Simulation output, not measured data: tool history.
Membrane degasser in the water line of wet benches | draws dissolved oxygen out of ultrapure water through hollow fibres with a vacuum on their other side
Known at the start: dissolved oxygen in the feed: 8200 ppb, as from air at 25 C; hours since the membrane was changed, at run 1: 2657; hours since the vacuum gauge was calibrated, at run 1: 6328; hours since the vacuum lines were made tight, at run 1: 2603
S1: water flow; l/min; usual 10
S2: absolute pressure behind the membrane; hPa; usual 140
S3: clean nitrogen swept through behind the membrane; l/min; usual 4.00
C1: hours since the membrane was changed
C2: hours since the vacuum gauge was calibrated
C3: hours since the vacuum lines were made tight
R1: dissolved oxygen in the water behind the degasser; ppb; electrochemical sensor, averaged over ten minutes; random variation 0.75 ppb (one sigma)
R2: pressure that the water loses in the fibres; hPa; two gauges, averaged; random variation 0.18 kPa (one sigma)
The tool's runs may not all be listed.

run	hour	S1	S2	S3	C1	C2	C3	R1	R2
1	0.0	10	140	4.00	2657	6328	2603	70.1	356.3
2	88.4	6	140	4.00	2746	6417	2692	41.0	214.4
3	202.9	10	140	4.00	2860	6531	2806	68.4	354.5
4	322.3	8	140	4.00	2980	6651	2926	53.8	281.7
5	437.7	10	140	11.95	3095	6766	3041	24.8	351.7
6	579.5	10	140	11.95	3237	6908	3183	25.7	353.8
7	714.0	10	170	4.00	3371	7042	3317	88.3	354.4
8	860.9	10	170	4.00	3518	7189	3464	87.0	349.4
9	986.2	10	170	4.00	3643	7315	3590	87.0	347.9
10	1079.5	10	170	4.00	3737	7408	3683	87.9	347.2
11	1213.5	15	170	4.00	3871	7542	3817	146.5	522.5
12	1304.2	15	170	4.00	3961	7633	3908	145.9	524.3
13	1443.8	15	140	4.00	4101	7772	4047	121.2	520.4
# hour 1485.3: seals of the vacuum lines changed
14	1523.4	8	140	4.00	4179	7850	38	54.3	278.0
# hour 1607.7: gauge calibrated
15	1650.7	8	140	4.00	4306	7977	165	53.9	285.8
16	1760.6	8	140	4.00	4416	8087	275	52.9	285.9
17	1906.8	8	140	4.00	4562	8233	422	53.9	285.1
18	1970.4	8	140	4.00	4626	8297	485	54.0	284.6
19	2101.8	8	96	6.32	4757	8428	617	21.1	286.7
# hour 2149.5: vacuum gauge calibrated
20	2198.5	8	96	6.32	4853	49	713	21.0	283.3
21	2320.7	14	96	4.00	4975	171	835	69.8	494.8
22	2455.4	14	96	4.00	5110	306	970	71.8	494.7
23	2555.3	14	96	4.00	5210	406	1070	70.5	490.2
24	2688.5	14	96	4.00	5343	539	1203	70.8	489.8
25	2773.2	9	166	6.90	5428	624	1287	43.9	309.9
26	2912.3	13	140	4.00	5567	763	1427	96.1	454.6
27	3006.0	8	102	1.95	5661	857	1520	71.6	279.7
28	3067.5	13	171	2.07	5722	918	1582	216.3	450.5
29	3156.0	7	327	2.07	5811	1007	1670	237.0	241.4
30	3252.9	15	221	4.00	5908	1103	1767	192.6	518.6
31	3367.2	15	221	4.00	6022	1218	1881	191.5	516.1
32	3471.5	15	102	6.49	6126	1322	1986	60.7	516.0

Forecast each of these 4 alternatives for the next run:
A	3545.5	15	154	1.89	6200	1396	2060	?	?
B	3545.5	9	140	8.54	6200	1396	2060	?	?
C	3545.5	15	137	5.72	6200	1396	2060	?	?
D	3545.5	13	102	2.72	6200	1396	2060	?	?

run	R1	R2
A	247.1	516.7
B	29.4	309.3
C	89.5	512.0
D	90.7	445.8
Without the tool's hidden state the same runs would have given:
run	R1	R2
A	247.0	535.8
B	29.4	320.7
C	89.3	531.0
D	90.6	462.3
